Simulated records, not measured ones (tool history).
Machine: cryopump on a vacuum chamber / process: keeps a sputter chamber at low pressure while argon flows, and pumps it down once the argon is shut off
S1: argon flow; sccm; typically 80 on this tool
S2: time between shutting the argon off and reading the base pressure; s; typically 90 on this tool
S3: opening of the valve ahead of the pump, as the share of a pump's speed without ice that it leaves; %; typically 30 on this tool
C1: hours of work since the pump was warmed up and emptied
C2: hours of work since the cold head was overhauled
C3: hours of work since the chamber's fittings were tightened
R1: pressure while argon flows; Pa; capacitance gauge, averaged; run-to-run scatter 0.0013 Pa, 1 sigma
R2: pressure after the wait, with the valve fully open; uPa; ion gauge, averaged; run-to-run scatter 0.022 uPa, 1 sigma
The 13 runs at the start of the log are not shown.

| run | hour | S1 | S2 | S3 | C1 | C2 | C3 | R1 | R2 |
|---|---|---|---|---|---|---|---|---|---|
| 14 | 473.8 | 80 | 90 | 42 | 381 | 381 | 1554 | 0.2429 | 1.78 |
| 15 | 506.7 | 80 | 90 | 42 | 402 | 402 | 1574 | 0.2442 | 1.90 |
| 16 | 539.7 | 80 | 90 | 42 | 422 | 422 | 1595 | 0.2446 | 1.86 |
| 17 | 572.2 | 80 | 90 | 42 | 442 | 442 | 1615 | 0.2444 | 1.89 |
| 18 | 619.9 | 80 | 90 | 42 | 472 | 472 | 1644 | 0.2458 | 1.99 |
| 19 | 644.4 | 80 | 90 | 42 | 487 | 487 | 1659 | 0.2473 | 1.99 |
| 20 | 674.4 | 121 | 90 | 18 | 505 | 505 | 1678 | 0.8189 | 2.01 |
| 21 | 713.0 | 111 | 41 | 39 | 529 | 529 | 1702 | 0.3696 | 2.50 |
| 22 | 758.9 | 95 | 37 | 29 | 558 | 558 | 1730 | 0.4178 | 2.63 |
| 23 | 811.1 | 46 | 72 | 30 | 590 | 590 | 1763 | 0.1985 | 2.30 |
| 24 | 840.8 | 46 | 72 | 30 | 608 | 608 | 1781 | 0.1982 | 2.28 |
| 25 | 871.2 | 46 | 72 | 30 | 627 | 627 | 1800 | 0.1993 | 2.35 |
| 26 | 916.5 | 46 | 72 | 30 | 655 | 655 | 1828 | 0.2007 | 2.37 |
| 27 | 962.2 | 80 | 72 | 59 | 683 | 683 | 1856 | 0.1972 | 2.46 |
| 28 | 1004.0 | 35 | 280 | 48 | 709 | 709 | 1882 | 0.1032 | 2.22 |
| 29 | 1026.5 | 83 | 280 | 53 | 723 | 723 | 1896 | 0.2252 | 2.16 |
|  | 1043.2 | pump warmed up, emptied and cooled again |
| 30 | 1072.9 | 32 | 148 | 48 | 18 | 749 | 1921 | 0.0786 | 1.68 |
| 31 | 1100.2 | 32 | 148 | 52 | 35 | 766 | 1938 | 0.0722 | 1.76 |
| 32 | 1125.6 | 75 | 148 | 38 | 51 | 781 | 1954 | 0.2324 | 1.78 |
| 33 | 1165.9 | 75 | 148 | 55 | 76 | 806 | 1979 | 0.1619 | 1.78 |
| 34 | 1188.0 | 75 | 148 | 55 | 90 | 820 | 1993 | 0.1635 | 1.76 |
| 35 | 1227.5 | 75 | 148 | 55 | 114 | 844 | 2017 | 0.1643 | 1.82 |

Alternative continuations, all from the tool just after run 35; predict every row:
| A | 1276.8 | 92 | 196 | 30 | 144 | 875 | 2047 | ? | ? |
| B | 1276.8 | 74 | 48 | 55 | 144 | 875 | 2047 | ? | ? |
| C | 1276.8 | 81 | 49 | 46 | 144 | 875 | 2047 | ? | ? |

| run | R1 | R2 |
|---|---|---|
| A | 0.3629 | 1.82 |
| B | 0.1626 | 2.32 |
| C | 0.2133 | 2.27 |
Without the tool's hidden state the same runs would have given:
| run | R1 | R2 |
|---|---|---|
| A | 0.3550 | 0.38 |
| B | 0.1563 | 0.88 |
| C | 0.2063 | 0.85 |
